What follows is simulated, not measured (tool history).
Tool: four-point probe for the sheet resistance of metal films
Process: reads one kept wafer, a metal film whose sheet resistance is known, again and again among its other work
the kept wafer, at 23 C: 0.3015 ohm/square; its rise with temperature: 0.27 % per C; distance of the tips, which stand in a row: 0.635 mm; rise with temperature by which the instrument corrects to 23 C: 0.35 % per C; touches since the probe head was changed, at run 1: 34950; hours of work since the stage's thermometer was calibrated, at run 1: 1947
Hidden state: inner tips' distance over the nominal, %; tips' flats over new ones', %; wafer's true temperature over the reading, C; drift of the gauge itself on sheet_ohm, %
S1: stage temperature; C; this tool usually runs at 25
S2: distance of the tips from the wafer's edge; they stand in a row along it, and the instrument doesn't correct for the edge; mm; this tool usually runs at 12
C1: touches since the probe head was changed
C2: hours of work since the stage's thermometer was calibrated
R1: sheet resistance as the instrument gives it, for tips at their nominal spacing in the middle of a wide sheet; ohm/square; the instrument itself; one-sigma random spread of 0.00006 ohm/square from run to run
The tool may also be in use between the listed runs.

Run 1, hour 0: usual settings; C1 34950; C2 1947. Result: R1 0.302151 ohm/square.
Run 2, hour 17.5: usual settings; C1 35377; C2 1955. Result: R1 0.302078 ohm/square.
Run 3, hour 36.5: usual settings; C1 35845; C2 1964. Result: R1 0.302175 ohm/square.
Run 4, hour 51.8: usual settings; C1 36219; C2 1971. Result: R1 0.302267 ohm/square.
Run 5, hour 77.9: usual settings; C1 36857; C2 1983. Result: R1 0.302146 ohm/square.
Run 6, hour 94.2: usual settings; C1 37257; C2 1991. Result: R1 0.302083 ohm/square.
Run 7, hour 109.2: usual settings; C1 37624; C2 1998. Result: R1 0.302214 ohm/square.
Run 8, hour 134.3: usual settings; C1 38239; C2 2010. Result: R1 0.302046 ohm/square.
Run 9, hour 155.3: usual settings; C1 38754; C2 2020. Result: R1 0.302099 ohm/square.
Run 10, hour 181.7: usual settings but S1 34 C; C1 39400; C2 2032. Result: R1 0.300158 ohm/square.
Run 11, hour 215.4: usual settings but S1 34 C, S2 16 mm; C1 40227; C2 2048. Result: R1 0.300133 ohm/square.
Run 12, hour 244.2: usual settings but S1 34 C, S2 16 mm; C1 40932; C2 2061. Result: R1 0.3 ohm/square.
Run 13, hour 259.2: usual settings but S1 34 C, S2 14 mm; C1 41299; C2 2068. Result: R1 0.300026 ohm/square.
At hour 261.8: stage's thermometer calibrated.
Run 14, hour 276.6: usual settings but S1 30 C, S2 26 mm; C1 41713; C2 7. Result: R1 0.300803 ohm/square.
Run 15, hour 309.5: usual settings but S2 37 mm; C1 42518; C2 22. Result: R1 0.301848 ohm/square.
At hour 343.6: stage's thermometer calibrated, once more.
Run 16, hour 343.6: usual settings but S1 30 C, S2 3 mm; C1 43341; C2 0. Result: R1 0.307111 ohm/square.
Run 17, hour 364.5: usual settings but S1 28 C, S2 39 mm; C1 43854; C2 10. Result: R1 0.300456 ohm/square.
Run 18, hour 386.5: usual settings but S1 28 C, S2 39 mm; C1 44391; C2 20. Result: R1 0.300452 ohm/square.
Run 19, hour 417.3: usual settings but S1 23 C, S2 29 mm; C1 45146; C2 35. Result: R1 0.3015 ohm/square.
Run 20, hour 438.7: usual settings but S1 20 C, S2 7 mm; C1 45669; C2 45. Result: R1 0.303462 ohm/square.
Run 21, hour 469.3: usual settings but S1 27 C, S2 26 mm; C1 46420; C2 59. Result: R1 0.300658 ohm/square.
Run 22, hour 487.1: usual settings but S1 35 C, S2 9 mm; C1 46855; C2 67. Result: R1 0.299686 ohm/square.
Run 23, hour 515.4: usual settings but S1 34 C, S2 4 mm; C1 47549; C2 81. Result: R1 0.303152 ohm/square.
Run 24, hour 545.5: usual settings but S1 19 C, S2 10 mm; C1 48287; C2 95. Result: R1 0.30301 ohm/square.
Run 25, hour 566.5: usual settings but S1 24 C, S2 5 mm; C1 48799; C2 105. Result: R1 0.303727 ohm/square.

Forecast each of these 3 alternatives for the next run:
Run A, hour 596.3: usual settings but S1 26 C, S2 8 mm; C1 49531; C2 119. Result: R1 ?.
Run B, hour 596.3: usual settings but S1 31 C, S2 17 mm; C1 49531; C2 119. Result: R1 ?.
Run C, hour 596.3: usual settings but S1 20 C; C1 49531; C2 119. Result: R1 ?.

run        R1
  A  0.301789
  B  0.299981
  C  0.302508
With no hidden state in the tool, these same runs would have given:
run        R1
  A  0.301909
  B  0.300102
  C  0.302627
